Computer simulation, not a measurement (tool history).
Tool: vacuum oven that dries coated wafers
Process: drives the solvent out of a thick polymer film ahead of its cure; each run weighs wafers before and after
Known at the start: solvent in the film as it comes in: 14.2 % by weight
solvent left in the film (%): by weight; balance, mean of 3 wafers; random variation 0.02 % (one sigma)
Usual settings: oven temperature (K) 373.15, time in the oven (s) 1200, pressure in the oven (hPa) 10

run   hour  oven temperature (K)  time in the oven (s)  pressure in the oven (hPa)  solvent left in the film (%)
  1      0                373.15                  1200                          10                          3.12
  2   13.5                373.15                  1200                          10                          3.11
  3   21.4                373.15                  1200                          10                          3.08
  4   32.3                373.15                  1200                        19.1                          4.05
  5   41.5                373.15                  1200                        19.1                          4.03
  6   47.8                373.15                  1200                        19.1                          4.06
  7   53.8                373.15                  1200                        19.1                          4.01
  8   60.4                373.15                  1200                        19.1                          4.06
      62.5  -- vacuum gauge cleaned of residue and calibrated
  9   70.5                383.15                  1200                          10                          1.65
 10   78.1                373.15                  1200                          10                          3.08
 11   88.1                364.15                   840                        36.9                          9.11
 12     98                364.15                   840                        36.9                          9.13
     105.8  -- vacuum gauge cleaned of residue and calibrated, once more
 13  105.8                371.15                  1260                        36.9                          6.33
     109.9  -- oven's thermocouples calibrated
 14    119                371.15                  1020                          10                          4.01
 15  130.2                388.15                  1260                        14.3                          1.38
 16  143.8                384.15                  1740                        12.5                          1.25
 17  157.9                385.15                  1740                         9.6                          0.97
 18  170.3                385.15                  1740                         9.6                          0.94
 19  182.7                366.15                  1140                          10                          4.66
 20  196.6                364.15                  1140                          10                          5.08

3 ways to go on from here, each from the tool as it stands after run 20. What would each give?
  A  210.6                373.15                   780                          10                             ?
  B  210.6                367.15                  1320                        10.5                             ?
  C  210.6                373.15                  1680                          10                             ?

run  solvent left in the film (%)
  A                          4.61
  B                          3.98
  C                          2.16
Without the tool's hidden state the same runs would have given:
run  solvent left in the film (%)
  A                          4.75
  B                          4.13
  C                          2.26
